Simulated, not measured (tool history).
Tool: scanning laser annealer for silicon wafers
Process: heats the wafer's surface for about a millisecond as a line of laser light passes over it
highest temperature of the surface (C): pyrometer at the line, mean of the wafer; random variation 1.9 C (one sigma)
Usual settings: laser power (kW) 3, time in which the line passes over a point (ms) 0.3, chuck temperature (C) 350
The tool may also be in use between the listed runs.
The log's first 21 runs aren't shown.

run,hour,laser power (kW),time in which the line passes over a point (ms),chuck temperature (C),hours of work since the window was cleaned,hours of work since the power meter was calibrated,hours of work since the optics were aligned,highest temperature of the surface (C)
22,210.2,3,0.3,350,519,344,1081,1110
23,223.2,2.713,0.34,312,528,353,1090,1026
# hour 229.4: window over the wafer cleaned
24,234.6,2.713,0.34,312,4,360,1096,1070
25,245.5,2.595,0.277,312,11,367,1104,961
26,258.5,2.595,0.277,312,20,377,1113,958
27,268.5,2.595,0.277,312,27,383,1120,957
28,277.5,2.595,0.277,312,34,390,1127,955
29,285.6,2.769,0.3,350,39,395,1132,1078
30,297.6,2.769,0.3,350,48,404,1141,1077
31,309.5,2.974,0.212,350,56,412,1149,1019
32,320.9,3,0.36,361,64,420,1157,1242
33,333.3,3,0.366,361,73,429,1166,1250
34,341.2,2.793,0.377,322,78,434,1171,1144
35,348.8,2.793,0.333,322,84,440,1176,1093
36,360.5,3.241,0.335,322,92,448,1185,1258
37,366,3.101,0.265,367,96,452,1188,1147
38,373.9,3.101,0.265,367,101,457,1194,1153
39,382.2,3.101,0.265,367,107,463,1200,1157
40,392.8,3.101,0.265,367,114,471,1207,1151
41,403.5,2.757,0.249,336,122,478,1215,988
42,411.6,2.757,0.249,336,128,484,1220,990

Forecast each of these 3 alternatives for the next run:
A,418.7,3.07,0.249,333,133,489,1225,?
B,418.7,2.757,0.293,376,133,489,1225,?
C,418.7,2.866,0.249,336,133,489,1225,?

run,highest temperature of the surface (C)
A,1081
B,1083
C,1022
Without the tool's hidden state the same runs would have given:
run,highest temperature of the surface (C)
A,1116
B,1115
C,1054
